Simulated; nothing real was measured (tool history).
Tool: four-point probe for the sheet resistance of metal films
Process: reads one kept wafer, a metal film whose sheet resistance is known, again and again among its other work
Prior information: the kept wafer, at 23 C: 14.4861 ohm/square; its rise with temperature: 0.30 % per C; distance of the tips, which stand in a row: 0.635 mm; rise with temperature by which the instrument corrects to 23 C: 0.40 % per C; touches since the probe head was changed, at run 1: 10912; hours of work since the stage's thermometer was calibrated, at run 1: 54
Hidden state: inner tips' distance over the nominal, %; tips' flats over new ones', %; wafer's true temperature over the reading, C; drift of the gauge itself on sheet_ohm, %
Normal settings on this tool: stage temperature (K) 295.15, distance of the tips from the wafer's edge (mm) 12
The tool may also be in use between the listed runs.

run	day	stage temperature (K)	distance of the tips from the wafer's edge (mm)	touches since the probe head was changed	hours of work since the stage's thermometer was calibrated	sheet resistance as the instrument gives it (ohm/square)
1	0.000	295.15	12	10912	54	14.549576
2	0.788	295.15	12	11183	65	14.541013
3	1.733	295.15	12	11509	77	14.541379
4	2.146	295.15	12	11652	83	14.547294
5	2.833	295.15	12	11888	92	14.542499
6	3.792	302.15	12	12218	105	14.444369
7	4.504	302.15	12	12465	115	14.445950
8	4.962	295.15	12	12623	121	14.544795
9	5.608	295.15	65	12845	130	14.525926
10	6.167	295.15	12	13037	137	14.544125
11	6.838	295.15	12	13269	146	14.541938
12	7.404	295.15	12	13465	154	14.549574
13	8.379	295.15	12	13801	167	14.542418
14	9.250	291.15	24	14101	179	14.590556
15	10.133	297.15	35	14405	191	14.502383
16	11.067	297.15	35	14728	204	14.495486
17	11.771	297.15	35	14970	213	14.497185
18	12.679	297.15	35	15284	225	14.500136
19	13.138	300.15	8	15442	232	14.496539
20	13.788	300.15	8	15666	240	14.501203
21	14.308	300.15	8	15845	247	14.501714
22	15.071	294.15	16	16108	258	14.547429
23	15.979	297.15	16	16421	270	14.503239
24	16.942	294.15	18	16753	283	14.554404

Alternative continuations, all from the tool just after run 24; predict every row:
A	17.875	295.15	57	17075	296	?
B	17.875	308.15	21	17075	296	?
C	17.875	292.15	16	17075	296	?
D	17.875	301.15	52	17075	296	?
E	17.875	298.15	27	17075	296	?

run	sheet resistance as the instrument gives it (ohm/square)
A	14.525911
B	14.350238
C	14.583127
D	14.446479
E	14.482181
Take away the tool's hidden state, keep each run's random variation, and the runs would have read:
run	sheet resistance as the instrument gives it (ohm/square)
A	14.500957
B	14.325337
C	14.558139
D	14.421543
E	14.457243
